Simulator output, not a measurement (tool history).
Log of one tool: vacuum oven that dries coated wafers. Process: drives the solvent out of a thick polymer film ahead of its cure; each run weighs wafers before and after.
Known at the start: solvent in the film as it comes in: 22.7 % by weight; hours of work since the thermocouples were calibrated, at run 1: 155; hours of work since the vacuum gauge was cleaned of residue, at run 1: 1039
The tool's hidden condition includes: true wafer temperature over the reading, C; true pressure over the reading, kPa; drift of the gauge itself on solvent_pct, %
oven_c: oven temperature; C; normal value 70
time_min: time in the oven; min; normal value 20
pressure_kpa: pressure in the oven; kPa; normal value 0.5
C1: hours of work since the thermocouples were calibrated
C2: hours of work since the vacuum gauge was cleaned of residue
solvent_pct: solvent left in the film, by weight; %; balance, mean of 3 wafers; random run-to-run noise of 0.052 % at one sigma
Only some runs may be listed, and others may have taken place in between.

run 1 hour=0 | oven_c=70 time_min=20 pressure_kpa=0.5 | C1=155 C2=1039 | solvent_pct=2.53
run 2 hour=31.6 | oven_c=70 time_min=20 pressure_kpa=0.5 | C1=174 C2=1058 | solvent_pct=2.6
run 3 hour=56.7 | oven_c=70 time_min=36 pressure_kpa=0.5 | C1=189 C2=1073 | solvent_pct=0.75
run 4 hour=100.5 | oven_c=70 time_min=36 pressure_kpa=0.5 | C1=216 C2=1099 | solvent_pct=0.73
run 5 hour=129.1 | oven_c=70 time_min=36 pressure_kpa=0.5 | C1=233 C2=1117 | solvent_pct=0.74
run 6 hour=170.1 | oven_c=70 time_min=36 pressure_kpa=0.5 | C1=258 C2=1141 | solvent_pct=0.8
run 7 hour=205.2 | oven_c=70 time_min=36 pressure_kpa=0.5 | C1=279 C2=1163 | solvent_pct=0.76
run 8 hour=229.4 | oven_c=70 time_min=20 pressure_kpa=0.5 | C1=293 C2=1177 | solvent_pct=2.54
run 9 hour=251.9 | oven_c=66 time_min=13 pressure_kpa=1.318 | C1=307 C2=1191 | solvent_pct=7.39
run 10 hour=279.8 | oven_c=71 time_min=20 pressure_kpa=1.77 | C1=324 C2=1208 | solvent_pct=2.82
run 11 hour=312.5 | oven_c=71 time_min=20 pressure_kpa=1.77 | C1=344 C2=1227 | solvent_pct=2.74
run 12 hour=340.4 | oven_c=82 time_min=20 pressure_kpa=0.5 | C1=361 C2=1244 | solvent_pct=0.34
run 13 hour=381.4 | oven_c=82 time_min=20 pressure_kpa=0.5 | C1=385 C2=1269 | solvent_pct=0.33
run 14 hour=405.2 | oven_c=60 time_min=18 pressure_kpa=0.275 | C1=400 C2=1283 | solvent_pct=8.23
run 15 hour=436.6 | oven_c=60 time_min=18 pressure_kpa=0.275 | C1=419 C2=1302 | solvent_pct=8.14

Selected run-to-run steps in solvent_pct, each split into two signed amounts: the part the tool would show with no hidden state at all (from settings, incoming material and random variation), and the remainder, which goes to the hidden state together with any gauge scatter not common to the measured and the hidden-state-free results:
Run 13 -> 14: oven_c 82 -> 60, time_min 20 -> 18, pressure_kpa 0.5 -> 0.275. solvent_pct +7.9 %: hidden state +0.25, all else +7.65.
